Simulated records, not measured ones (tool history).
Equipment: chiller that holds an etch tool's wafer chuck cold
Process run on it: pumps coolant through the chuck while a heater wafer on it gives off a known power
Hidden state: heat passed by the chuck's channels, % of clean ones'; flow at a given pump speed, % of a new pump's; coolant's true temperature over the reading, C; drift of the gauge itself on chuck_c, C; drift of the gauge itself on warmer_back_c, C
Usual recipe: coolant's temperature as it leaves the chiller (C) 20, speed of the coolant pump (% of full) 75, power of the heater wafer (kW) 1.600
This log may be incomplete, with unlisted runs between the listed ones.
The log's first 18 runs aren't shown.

run,day,coolant's temperature as it leaves the chiller (C),speed of the coolant pump (% of full),power of the heater wafer (kW),hours since the coolant was changed and the channels were flushed,hours since the pump was overhauled,hours since the chiller's thermometer was calibrated,chuck's temperature once it has settled (K),how much warmer the coolant comes back (C)
19,43.304,15,83,2.376,2156,2609,205,323.55,11.28
20,46.025,15,83,2.376,2221,2674,270,323.75,11.20
21,49.279,15,83,2.376,2299,2752,348,323.75,11.16
22,51.671,15,67,1.807,2357,2810,406,320.75,10.66
23,53.350,15,67,1.638,2397,2850,446,317.95,9.67
24,55.883,15,67,1.638,2458,2911,507,317.95,9.72
25,58.967,14,88,2.379,2532,2985,581,321.55,10.68
26,60.675,14,88,2.379,2573,3026,622,321.75,10.75
27,62.621,24,75,2.379,2619,3072,668,337.05,12.54
28,65.583,21,78,1.243,2690,3143,739,314.45,6.28
29,67.512,12,75,1.379,2737,3190,786,308.45,7.29
30,70.092,23,70,1.013,2799,3252,848,314.15,5.81
31,71.596,11,68,1.467,2835,3288,884,311.15,8.72
32,74.721,11,68,1.467,2910,3363,959,311.25,8.64

Here are 3 independent what-if runs from the current tool condition. What would each one return?
A,77.933,20,75,2.000,2987,3440,1036,?,?
B,77.933,26,68,1.467,2987,3440,1036,?,?
C,77.933,22,100,1.507,2987,3440,1036,?,?

run,chuck's temperature once it has settled (K),how much warmer the coolant comes back (C)
A,327.45,10.68
B,326.25,8.62
C,315.25,5.98
What these runs would have given with no unlogged condition in the tool:
run,chuck's temperature once it has settled (K),how much warmer the coolant comes back (C)
A,321.45,9.93
B,321.55,8.01
C,311.75,5.56

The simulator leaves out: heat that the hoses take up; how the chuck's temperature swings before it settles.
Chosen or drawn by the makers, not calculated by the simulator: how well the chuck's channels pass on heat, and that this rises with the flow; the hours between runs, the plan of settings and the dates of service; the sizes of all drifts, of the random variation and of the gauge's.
